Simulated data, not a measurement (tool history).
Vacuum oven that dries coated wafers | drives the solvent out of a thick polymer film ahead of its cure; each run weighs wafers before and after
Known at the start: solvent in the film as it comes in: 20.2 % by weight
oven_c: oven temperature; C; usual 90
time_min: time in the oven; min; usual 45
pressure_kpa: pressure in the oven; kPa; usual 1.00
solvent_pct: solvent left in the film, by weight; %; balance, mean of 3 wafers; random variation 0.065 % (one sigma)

run 1 hour=0.0 | oven_c=90 time_min=45 pressure_kpa=1.00 | solvent_pct=4.22
run 2 hour=10.1 | oven_c=90 time_min=45 pressure_kpa=1.00 | solvent_pct=4.22
run 3 hour=17.3 | oven_c=90 time_min=45 pressure_kpa=3.47 | solvent_pct=6.51
run 4 hour=26.4 | oven_c=83 time_min=45 pressure_kpa=1.00 | solvent_pct=6.23
run 5 hour=31.8 | oven_c=90 time_min=45 pressure_kpa=1.00 | solvent_pct=4.21
run 6 hour=42.2 | oven_c=90 time_min=45 pressure_kpa=1.00 | solvent_pct=4.15
run 7 hour=52.7 | oven_c=92 time_min=45 pressure_kpa=1.00 | solvent_pct=3.77
run 8 hour=61.9 | oven_c=92 time_min=45 pressure_kpa=1.00 | solvent_pct=3.59
run 9 hour=73.7 | oven_c=92 time_min=45 pressure_kpa=1.00 | solvent_pct=3.78
run 10 hour=84.4 | oven_c=90 time_min=45 pressure_kpa=1.00 | solvent_pct=4.13
run 11 hour=94.9 | oven_c=90 time_min=45 pressure_kpa=1.00 | solvent_pct=4.13
run 12 hour=104.0 | oven_c=90 time_min=45 pressure_kpa=1.00 | solvent_pct=4.19
run 13 hour=111.6 | oven_c=90 time_min=45 pressure_kpa=1.00 | solvent_pct=4.23
run 14 hour=118.0 | oven_c=90 time_min=45 pressure_kpa=1.00 | solvent_pct=4.13
run 15 hour=128.5 | oven_c=90 time_min=45 pressure_kpa=1.00 | solvent_pct=4.27
run 16 hour=137.0 | oven_c=90 time_min=45 pressure_kpa=1.00 | solvent_pct=4.26
run 17 hour=148.0 | oven_c=90 time_min=45 pressure_kpa=1.00 | solvent_pct=4.25
run 18 hour=154.8 | oven_c=90 time_min=45 pressure_kpa=1.00 | solvent_pct=4.20
run 19 hour=164.3 | oven_c=90 time_min=45 pressure_kpa=1.00 | solvent_pct=4.20
run 20 hour=171.2 | oven_c=89 time_min=45 pressure_kpa=1.00 | solvent_pct=4.57
run 21 hour=180.7 | oven_c=90 time_min=23 pressure_kpa=1.88 | solvent_pct=8.69
run 22 hour=187.7 | oven_c=90 time_min=23 pressure_kpa=1.88 | solvent_pct=8.64
run 23 hour=196.5 | oven_c=90 time_min=23 pressure_kpa=1.88 | solvent_pct=8.56
run 24 hour=201.4 | oven_c=90 time_min=23 pressure_kpa=1.88 | solvent_pct=8.47
run 25 hour=206.5 | oven_c=90 time_min=27 pressure_kpa=1.00 | solvent_pct=6.94
run 26 hour=217.9 | oven_c=90 time_min=56 pressure_kpa=1.36 | solvent_pct=3.59
run 27 hour=226.8 | oven_c=86 time_min=45 pressure_kpa=1.64 | solvent_pct=6.04
run 28 hour=238.1 | oven_c=86 time_min=45 pressure_kpa=0.69 | solvent_pct=4.90
run 29 hour=247.1 | oven_c=97 time_min=59 pressure_kpa=1.00 | solvent_pct=1.75
run 30 hour=258.4 | oven_c=97 time_min=41 pressure_kpa=1.00 | solvent_pct=2.95
run 31 hour=266.6 | oven_c=75 time_min=63 pressure_kpa=0.65 | solvent_pct=6.38
run 32 hour=276.9 | oven_c=75 time_min=63 pressure_kpa=0.65 | solvent_pct=6.59
run 33 hour=285.1 | oven_c=75 time_min=80 pressure_kpa=0.65 | solvent_pct=5.32
run 34 hour=294.8 | oven_c=90 time_min=34 pressure_kpa=2.12 | solvent_pct=6.55
run 35 hour=301.7 | oven_c=97 time_min=33 pressure_kpa=0.78 | solvent_pct=3.81
run 36 hour=310.4 | oven_c=95 time_min=44 pressure_kpa=1.00 | solvent_pct=2.99
run 37 hour=317.2 | oven_c=95 time_min=44 pressure_kpa=1.00 | solvent_pct=3.04
run 38 hour=323.0 | oven_c=92 time_min=29 pressure_kpa=0.57 | solvent_pct=5.69
run 39 hour=334.8 | oven_c=92 time_min=29 pressure_kpa=0.57 | solvent_pct=5.61

Forecast each of these 3 alternatives for the next run:
run A hour=342.0 | oven_c=82 time_min=45 pressure_kpa=1.00 | solvent_pct=?
run B hour=342.0 | oven_c=100 time_min=73 pressure_kpa=2.05 | solvent_pct=?
run C hour=342.0 | oven_c=80 time_min=64 pressure_kpa=1.00 | solvent_pct=?

run=A solvent_pct=6.69
run=B solvent_pct=1.91
run=C solvent_pct=5.26
Without the tool's hidden state the same runs would have given:
run=A solvent_pct=6.70
run=B solvent_pct=1.91
run=C solvent_pct=5.27
